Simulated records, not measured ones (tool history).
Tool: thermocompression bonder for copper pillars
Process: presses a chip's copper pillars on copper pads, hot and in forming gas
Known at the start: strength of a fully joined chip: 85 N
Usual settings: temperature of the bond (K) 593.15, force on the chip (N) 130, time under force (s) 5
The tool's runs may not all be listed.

run,hour,temperature of the bond (K),force on the chip (N),time under force (s),force that shears a chip off (N)
1,0,593.15,130,5,48
2,3.8,593.15,130,5,48.4
3,10.8,593.15,130,5,47.8
4,17.2,593.15,130,5,48.1
5,24.7,593.15,130,5,48
6,33.7,593.15,130,5,48
7,38.3,593.15,130,5,47.1
8,42.4,593.15,130,5,47.2
9,49.9,593.15,130,5,47.6
10,54.8,593.15,130,5,47.8
11,58.5,593.15,130,5,46.4
12,67.6,585.15,130,5,43.9
13,72.6,585.15,130,5,43.4
14,81.7,585.15,130,5,43.9
15,86.2,585.15,130,5,43.8
16,93.9,585.15,98,5,32.6
# hour 96.4: heater calibrated with a thermocouple chip
17,101.8,585.15,98,5,33.9
18,110.8,585.15,98,5,32.7
19,118.2,585.15,98,5,33
20,125.2,593.15,130,14,61.7
21,132.3,593.15,111,6,42.2
22,137.4,593.15,130,13,61.8
23,143.1,593.15,130,13,61.5
# hour 152.6: heater calibrated with a thermocouple chip, once more
24,152.9,573.15,108,3,26.3

Forecast run 25:
25,160.8,589.15,130,5,?

{"run 25": {"force that shears a chip off (N)": 45.6}}
Without the tool's hidden state the same run would have given force that shears a chip off (N) 45.2.
